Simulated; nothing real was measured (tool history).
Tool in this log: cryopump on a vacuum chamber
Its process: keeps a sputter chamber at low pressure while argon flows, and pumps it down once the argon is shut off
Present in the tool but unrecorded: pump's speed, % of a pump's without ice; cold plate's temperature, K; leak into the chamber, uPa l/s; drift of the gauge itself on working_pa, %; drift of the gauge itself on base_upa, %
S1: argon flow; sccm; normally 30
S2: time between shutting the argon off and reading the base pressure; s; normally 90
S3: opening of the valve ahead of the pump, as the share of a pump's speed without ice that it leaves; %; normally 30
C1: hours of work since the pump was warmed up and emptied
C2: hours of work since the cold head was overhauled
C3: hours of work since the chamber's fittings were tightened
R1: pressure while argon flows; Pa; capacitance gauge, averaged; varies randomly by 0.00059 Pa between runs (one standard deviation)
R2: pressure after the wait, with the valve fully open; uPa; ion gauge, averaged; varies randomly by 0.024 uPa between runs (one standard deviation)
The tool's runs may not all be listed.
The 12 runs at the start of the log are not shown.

run	hour	S1	S2	S3	C1	C2	C3	R1	R2
13	493.9	25	90	30	675	675	1250	0.0724	1.02
# hour 509.6: pump warmed up, emptied and cooled again
14	536.2	30	90	30	19	702	1277	0.0785	0.96
15	588.0	30	90	30	57	740	1314	0.0794	0.92
16	633.8	30	90	30	90	773	1347	0.0797	1.02
17	658.5	30	90	30	108	790	1365	0.0799	0.97
18	704.9	30	229	30	141	824	1399	0.0808	0.54
19	756.5	15	61	47	178	861	1436	0.0267	1.36
20	793.8	15	61	47	205	888	1463	0.0271	1.38
21	828.8	38	43	23	230	913	1488	0.1336	1.80
22	879.2	54	90	32	267	950	1524	0.1378	1.01
23	928.4	16	100	33	302	985	1560	0.0397	0.92
24	953.5	16	100	33	321	1003	1578	0.0397	0.95
25	986.0	19	29	32	344	1027	1602	0.0496	2.57
26	1037.7	19	29	32	381	1064	1639	0.0498	2.59
27	1084.4	19	29	32	415	1098	1673	0.0494	2.55
28	1121.9	21	67	32	442	1125	1700	0.0557	1.32
29	1156.5	13	247	38	467	1150	1725	0.0298	0.57
30	1188.6	30	91	28	490	1173	1748	0.0906	1.04
31	1236.0	48	42	25	524	1207	1782	0.1619	1.85
32	1261.2	34	42	21	543	1226	1800	0.1368	1.97
33	1303.7	18	23	30	573	1256	1831	0.0515	3.13
34	1342.2	18	23	30	601	1284	1859	0.0527	3.23

4 ways to go on from here, each from the tool as it stands after run 34. What would each give?
A	1364.5	14	90	17	617	1300	1875	?	?
B	1364.5	30	145	30	617	1300	1875	?	?
C	1364.5	30	90	40	617	1300	1875	?	?
D	1364.5	39	26	41	617	1300	1875	?	?

run	R1	R2
A	0.0703	1.05
B	0.0878	0.80
C	0.0677	1.05
D	0.0863	2.85
Without the tool's unlogged condition, the same runs would have read:
run	R1	R2
A	0.0664	0.85
B	0.0794	0.61
C	0.0594	0.86
D	0.0755	2.66
